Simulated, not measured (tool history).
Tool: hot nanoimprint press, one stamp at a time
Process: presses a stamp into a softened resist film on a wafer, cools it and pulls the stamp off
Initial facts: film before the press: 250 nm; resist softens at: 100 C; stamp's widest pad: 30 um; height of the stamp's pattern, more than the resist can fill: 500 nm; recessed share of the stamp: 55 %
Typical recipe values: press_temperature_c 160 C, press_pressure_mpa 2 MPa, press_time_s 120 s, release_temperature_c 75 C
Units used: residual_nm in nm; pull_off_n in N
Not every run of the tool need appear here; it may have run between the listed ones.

run,hour,press_temperature_c,press_pressure_mpa,press_time_s,release_temperature_c,residual_nm,pull_off_n
1,0,160,2,120,75,146.9,177
2,41.3,160,2,120,75,145.2,185
3,69,160,2,120,69,146.9,220
# hour 114.5: press's hydraulic seals changed and the load cell set to zero
4,134,160,2.61,120,75,124.9,195
5,164.4,160,2.61,120,75,124.8,201
6,193.7,160,1.5,120,75,164.9,198
7,253.4,160,1.5,120,75,163.2,216
8,293.4,160,1.5,120,75,164,220
9,324.8,160,1.5,120,75,163.4,224
10,376.5,160,1.5,120,75,159.5,236
11,424.7,168,1.5,120,75,135.9,244
# hour 456.4: plate thermocouple calibrated
12,467.7,168,1.5,120,75,139,250
# hour 499.9: stamp cleaned and given a new release coat
13,499.9,168,1.5,120,75,138.7,134
14,525.6,168,1.5,120,75,138,137
15,577.1,168,1.5,120,75,138.3,139
16,618.9,159,1.5,120,61,167.1,191
17,658.6,159,1.5,120,61,167.8,196
18,694.7,159,2.71,120,65,127.2,191

Run 19, settings as shown, results not yet in. Your forecast:
19,741,159,2.71,120,65,?,?

residual_nm: 126.5 nm
pull_off_n: 202 N
Were there no unlogged condition in the tool, this run, its random variation unchanged, would have produced residual_nm 128.4 nm, pull_off_n 164 N.
